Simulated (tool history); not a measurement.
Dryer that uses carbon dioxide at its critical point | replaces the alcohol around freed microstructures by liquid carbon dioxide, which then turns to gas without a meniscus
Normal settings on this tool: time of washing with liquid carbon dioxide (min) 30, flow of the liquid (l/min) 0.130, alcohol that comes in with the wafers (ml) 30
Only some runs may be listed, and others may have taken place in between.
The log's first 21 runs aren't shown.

run,hour,time of washing with liquid carbon dioxide (min),flow of the liquid (l/min),alcohol that comes in with the wafers (ml),alcohol left in the vessel before it's heated (ppm by volume)
22,341.4,48,0.130,22,44
23,357.4,48,0.130,22,52
24,377.5,48,0.130,22,52
25,395.0,48,0.130,22,60
26,414.1,35,0.130,61,262
27,427.2,21,0.130,30,1337
28,447.2,21,0.130,30,1374
29,470.3,21,0.130,30,1357
30,490.8,18,0.083,108,26895
31,501.8,38,0.130,103,268
32,523.2,38,0.130,103,279
33,541.5,38,0.130,103,284
34,553.5,30,0.100,74,2374
35,568.5,32,0.100,74,1807
36,589.0,32,0.100,74,1914
37,603.4,30,0.085,84,5148
# hour 608.2: inlet filter changed
38,618.9,23,0.169,30,284
39,634.1,30,0.130,101,773

Each row is a separate what-if for the run after 39, all from the same tool condition, not one after another. Results?
A,653.6,25,0.130,46,?
B,653.6,30,0.094,83,?
C,653.6,31,0.130,78,?
D,653.6,39,0.151,101,?

run,alcohol left in the vessel before it's heated (ppm by volume)
A,905
B,2933
C,539
D,115
With no hidden state in the tool, these same runs would have given:
run,alcohol left in the vessel before it's heated (ppm by volume)
A,789
B,2721
C,436
D,40

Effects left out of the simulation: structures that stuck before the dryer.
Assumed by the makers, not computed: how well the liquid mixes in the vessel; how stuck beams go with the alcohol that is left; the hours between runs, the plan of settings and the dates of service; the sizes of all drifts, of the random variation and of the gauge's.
